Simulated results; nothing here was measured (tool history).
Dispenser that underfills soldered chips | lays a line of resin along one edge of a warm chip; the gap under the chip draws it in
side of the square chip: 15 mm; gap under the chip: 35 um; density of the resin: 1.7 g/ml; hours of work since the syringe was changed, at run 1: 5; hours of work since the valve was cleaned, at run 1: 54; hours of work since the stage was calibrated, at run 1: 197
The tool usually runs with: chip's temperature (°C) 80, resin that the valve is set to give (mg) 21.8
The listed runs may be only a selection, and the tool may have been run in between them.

run,hour,chip's temperature (°C),resin that the valve is set to give (mg),hours of work since the syringe was changed,hours of work since the valve was cleaned,hours of work since the stage was calibrated,time until the resin shows at the far edge (s),resin that the valve gave (mg)
1,0.0,80,21.8,5,54,197,633.5,20.73
# hour 1.2: new syringe of resin
2,7.4,80,21.8,4,59,202,586.4,20.65
# hour 10.4: new syringe of resin
# hour 13.8: dispensing valve cleaned and set on the balance
3,17.4,80,21.8,4,3,208,576.5,21.79
# hour 20.8: new syringe of resin
4,28.1,80,26.4,5,10,215,631.1,26.23
# hour 30.0: new syringe of resin
# hour 39.1: new syringe of resin
5,40.0,80,26.4,1,18,223,428.4,26.04
# hour 48.5: new syringe of resin
6,52.5,80,26.4,3,26,232,509.4,25.89
# hour 57.9: new syringe of resin
7,59.4,72,22.3,1,31,236,666.0,21.77

Run 8 has not been measured yet. What should we expect?
# hour 66.8: new syringe of resin
8,71.6,71,19.2,3,40,245,?,?

{"run 8": {"time until the resin shows at the far edge (s)": 867.7, "resin that the valve gave (mg)": 18.54}}
Were there no unlogged condition in the tool, this run, its random variation unchanged, would have produced time until the resin shows at the far edge (s) 593.5, resin that the valve gave (mg) 19.24.
